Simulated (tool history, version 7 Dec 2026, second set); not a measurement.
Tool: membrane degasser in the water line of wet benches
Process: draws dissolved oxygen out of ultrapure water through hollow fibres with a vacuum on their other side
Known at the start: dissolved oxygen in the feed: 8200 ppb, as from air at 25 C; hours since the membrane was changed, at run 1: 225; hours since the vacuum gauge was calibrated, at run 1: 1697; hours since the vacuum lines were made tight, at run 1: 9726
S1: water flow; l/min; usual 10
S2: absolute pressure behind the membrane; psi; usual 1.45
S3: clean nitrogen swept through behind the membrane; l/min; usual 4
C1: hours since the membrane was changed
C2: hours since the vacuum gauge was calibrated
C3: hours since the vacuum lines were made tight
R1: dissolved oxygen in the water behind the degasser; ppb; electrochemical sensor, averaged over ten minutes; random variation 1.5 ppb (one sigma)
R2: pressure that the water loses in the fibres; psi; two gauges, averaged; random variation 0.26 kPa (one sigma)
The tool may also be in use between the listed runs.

run 1 hour=0 | S1=10 S2=1.45 S3=4 | C1=225 C2=1697 C3=9726 | R1=146.6 R2=10.089
run 2 hour=259.4 | S1=10 S2=1.45 S3=4 | C1=485 C2=1956 C3=9985 | R1=147 R2=10.174
run 3 hour=390.8 | S1=10 S2=1.45 S3=4 | C1=616 C2=2088 C3=10116 | R1=148.7 R2=10.128
run 4 hour=608.9 | S1=10 S2=1.45 S3=4 | C1=834 C2=2306 C3=10335 | R1=149.4 R2=10.119
run 5 hour=849.1 | S1=10 S2=1.45 S3=4 | C1=1074 C2=2546 C3=10575 | R1=147.4 R2=10.148
run 6 hour=1011.1 | S1=10 S2=1.45 S3=4 | C1=1236 C2=2708 C3=10737 | R1=147.9 R2=10.093
run 7 hour=1208.8 | S1=10 S2=1.45 S3=4 | C1=1434 C2=2906 C3=10934 | R1=148.7 R2=10.124
run 8 hour=1404.1 | S1=14 S2=1.45 S3=4 | C1=1629 C2=3101 C3=11130 | R1=347.5 R2=14.153
-- hour=1542.8 vacuum gauge calibrated
run 9 hour=1585.1 | S1=14 S2=1.45 S3=4 | C1=1810 C2=42 C3=11310 | R1=350.5 R2=14.096
run 10 hour=1842.2 | S1=10 S2=1.45 S3=4 | C1=2067 C2=299 C3=11567 | R1=148.9 R2=10.18
run 11 hour=2071.7 | S1=10 S2=1.45 S3=2.51 | C1=2296 C2=529 C3=11797 | R1=173.3 R2=10.096
run 12 hour=2336.9 | S1=8 S2=2.39 S3=2.44 | C1=2562 C2=794 C3=12062 | R1=161.3 R2=8.16
run 13 hour=2581.5 | S1=16 S2=3.03 S3=2.74 | C1=2806 C2=1039 C3=12307 | R1=644.7 R2=16.309
-- hour=2629.7 seals of the vacuum lines changed
run 14 hour=2737.9 | S1=16 S2=1.39 S3=5.69 | C1=2961 C2=1193 C3=108 | R1=448.3 R2=16.381
run 15 hour=2930.1 | S1=8 S2=1.45 S3=8.27 | C1=3153 C2=1385 C3=300 | R1=60.9 R2=8.124
run 16 hour=3120.3 | S1=10 S2=1.02 S3=3.37 | C1=3343 C2=1576 C3=491 | R1=132.6 R2=10.198
run 17 hour=3397.7 | S1=10 S2=1.52 S3=4.16 | C1=3620 C2=1853 C3=768 | R1=149.1 R2=10.112
run 18 hour=3550.9 | S1=10 S2=1.52 S3=4.16 | C1=3774 C2=2006 C3=921 | R1=150.6 R2=10.263
run 19 hour=3680.8 | S1=12 S2=1.06 S3=6.45 | C1=3903 C2=2136 C3=1051 | R1=210 R2=12.225
run 20 hour=3901 | S1=8 S2=1.78 S3=6.45 | C1=4124 C2=2356 C3=1271 | R1=73.9 R2=8.161

The next listed run, before its measurement:
run 21 hour=4178.2 | S1=6 S2=1.45 S3=3.83 | C1=4401 C2=2633 C3=1548 | R1=? R2=?

Run 21 gave R1 39.5 ppb, R2 6.163 psi.
Without the tool's hidden state the same run would have given R1 37.8 ppb, R2 6.09 psi.
